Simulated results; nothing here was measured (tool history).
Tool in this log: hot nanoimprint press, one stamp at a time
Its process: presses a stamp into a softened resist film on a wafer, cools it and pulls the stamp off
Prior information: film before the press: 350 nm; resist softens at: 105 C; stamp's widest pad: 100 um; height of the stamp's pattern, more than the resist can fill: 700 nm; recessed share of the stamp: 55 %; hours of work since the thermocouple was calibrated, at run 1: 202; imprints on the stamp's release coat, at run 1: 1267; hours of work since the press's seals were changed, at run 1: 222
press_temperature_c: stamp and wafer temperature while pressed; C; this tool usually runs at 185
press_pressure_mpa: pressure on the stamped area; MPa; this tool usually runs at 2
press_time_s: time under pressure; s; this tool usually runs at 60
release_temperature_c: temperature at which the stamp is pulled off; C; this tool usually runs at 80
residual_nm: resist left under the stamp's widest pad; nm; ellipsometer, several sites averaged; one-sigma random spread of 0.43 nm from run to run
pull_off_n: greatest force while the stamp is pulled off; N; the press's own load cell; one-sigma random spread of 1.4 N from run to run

run	hour	press_temperature_c	press_pressure_mpa	press_time_s	release_temperature_c	hours of work since the thermocouple was calibrated	imprints on the stamp's release coat	hours of work since the press's seals were changed	residual_nm	pull_off_n
1	0	185	2	60	80	202	1267	222	140.9	204
2	8.5	185	2	60	80	209	1318	228	141.5	202
3	14.7	185	2	60	80	213	1355	233	142.6	201
4	20.1	185	2	60	80	217	1388	237	141.5	207
5	25.9	185	2	60	80	222	1423	241	142.2	206
6	30.2	185	2	60	80	225	1449	244	142.2	207
7	36	185	2	60	80	229	1484	249	142.9	210
8	42	185	1.89	60	80	234	1519	253	146.8	209
9	50.6	185	1.89	60	80	240	1571	260	146.5	206
# hour 54.4: plate thermocouple calibrated
10	63	185	1.89	60	80	6	1627	267	148.5	212
11	69.5	185	1.89	60	80	11	1667	272	148.5	214
12	76.2	185	1.3	60	80	16	1707	277	182.9	214
# hour 81.8: plate thermocouple calibrated, once more
13	87	185	1.3	60	80	4	1754	283	178.9	210
# hour 95.6: stamp cleaned and given a new release coat
14	97.4	185	1.3	60	80	7	11	286	178.3	183
15	107.4	185	1.3	60	80	15	71	293	178.1	182
16	112.3	185	1.3	77	80	18	101	297	164.6	182
17	120.8	185	1.3	77	80	25	152	304	164.6	183
18	130.3	189	1.28	60	70	32	209	311	163.2	199
19	138.6	185	2	89	80	38	259	317	122.8	182
20	147.6	189	2.9	60	80	45	313	324	103	189
21	153.8	188	2	68	73	50	350	328	124.9	196
22	163.1	193	2	49	80	57	406	335	123.9	188
23	172.3	193	2	49	80	64	461	342	123.6	187
24	179.1	182	1.67	56	76	69	502	347	171.2	195
25	188.3	182	1.67	56	76	76	557	354	171.8	197
26	198.3	182	1.67	56	76	83	617	362	171.8	200
27	204.1	182	1.67	56	76	88	652	366	171	196
28	209.1	180	2.06	74	66	91	682	370	146.8	215
29	219	180	3.17	74	82	99	741	377	115	192

5 ways to go on from here, each from the tool as it stands after run 29. What would each give?
A	226.9	186	3.17	74	79	105	789	383	?	?
B	226.9	185	3.06	60	80	105	789	383	?	?
C	226.9	189	2	112	67	105	789	383	?	?
D	226.9	185	2	50	80	105	789	383	?	?
E	226.9	177	3.17	74	82	105	789	383	?	?

run	residual_nm	pull_off_n
A	97.3	198
B	110.6	194
C	103.7	214
D	149.9	192
E	126	192
Without the tool's hidden state the same runs would have given:
run	residual_nm	pull_off_n
A	94.4	184
B	107.4	181
C	101.6	199
D	147.1	178
E	122.4	179
